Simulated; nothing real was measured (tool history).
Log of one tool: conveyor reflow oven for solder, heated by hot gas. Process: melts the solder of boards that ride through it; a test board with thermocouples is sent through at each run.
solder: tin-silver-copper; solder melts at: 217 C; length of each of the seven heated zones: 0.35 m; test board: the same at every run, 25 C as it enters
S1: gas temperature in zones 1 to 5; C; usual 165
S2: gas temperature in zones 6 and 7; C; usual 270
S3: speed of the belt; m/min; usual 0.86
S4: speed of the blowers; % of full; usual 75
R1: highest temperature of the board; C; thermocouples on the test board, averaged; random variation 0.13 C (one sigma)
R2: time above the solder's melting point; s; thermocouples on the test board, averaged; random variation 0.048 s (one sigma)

run	hour	S1	S2	S3	S4	R1	R2
1	0	165	270	0.86	75	255.3	36.56
2	28.8	178	270	0.86	75	256.9	40.06
3	64.8	165	270	0.86	75	254.9	36.5
4	97.2	165	270	0.86	75	254.8	36.43
5	113.7	165	270	0.849	75	255.2	37.06
6	147.9	165	270	0.849	75	254.9	36.97
7	175.8	165	270	0.849	75	254.8	37.03
8	210.5	165	270	0.849	75	254.7	36.9
# hour 220.6: flux residue cleaned out of gas plates and filters
9	233.2	165	270	0.849	75	255.6	37.31
10	264.5	174	270	0.86	75	256	39.02
11	290.7	174	270	0.86	75	256.3	38.97
# hour 316.6: thermocouples of zones 6 and 7 changed
12	316.9	174	270	0.86	75	257.3	39.4
13	349.2	174	270	0.703	75	262.1	51.15
14	387.3	174	270	0.703	75	262	51
15	422.8	158	284	0.708	72	272.9	50.71
16	458.7	158	284	0.846	72	266.7	40.15
17	481	162	268	0.971	75	249.1	28.72
18	497.4	164	264	0.969	57	240.5	23.85
19	533.4	165	270	0.891	75	253.9	34.69
# hour 553: flux residue cleaned out of gas plates and filters
20	573	165	276	0.891	73	260	36.94
21	603.2	150	280	0.861	89	266.3	38.53
22	641.2	171	270	0.86	54	251.2	35.13
23	667.8	171	276	0.926	54	253.5	33.27
24	701.9	171	276	0.926	54	253	33.27
25	719.2	165	270	0.982	84	253.1	31.08
26	747.7	174	270	0.797	75	258.4	43.35
27	777.8	174	270	0.797	75	258.5	43.4
28	802.3	171	269	1.023	75	249.5	28.99

5 ways to go on from here, each from the tool as it stands after run 28. What would each give?
A	832.5	171	269	0.951	50	?	?
B	832.5	171	269	1.023	57	?	?
C	832.5	171	269	0.873	75	?	?
D	832.5	152	271	0.937	75	?	?
E	832.5	171	260	1.023	75	?	?

run	R1	R2
A	243.9	27.41
B	243.6	25.29
C	254.3	37.04
D	250.7	29.12
E	241.6	25.21
Without the tool's hidden state the same runs would have given:
run	R1	R2
A	245.4	28.12
B	245.3	26.05
C	256	37.54
D	252.7	29.87
E	243.4	26.1

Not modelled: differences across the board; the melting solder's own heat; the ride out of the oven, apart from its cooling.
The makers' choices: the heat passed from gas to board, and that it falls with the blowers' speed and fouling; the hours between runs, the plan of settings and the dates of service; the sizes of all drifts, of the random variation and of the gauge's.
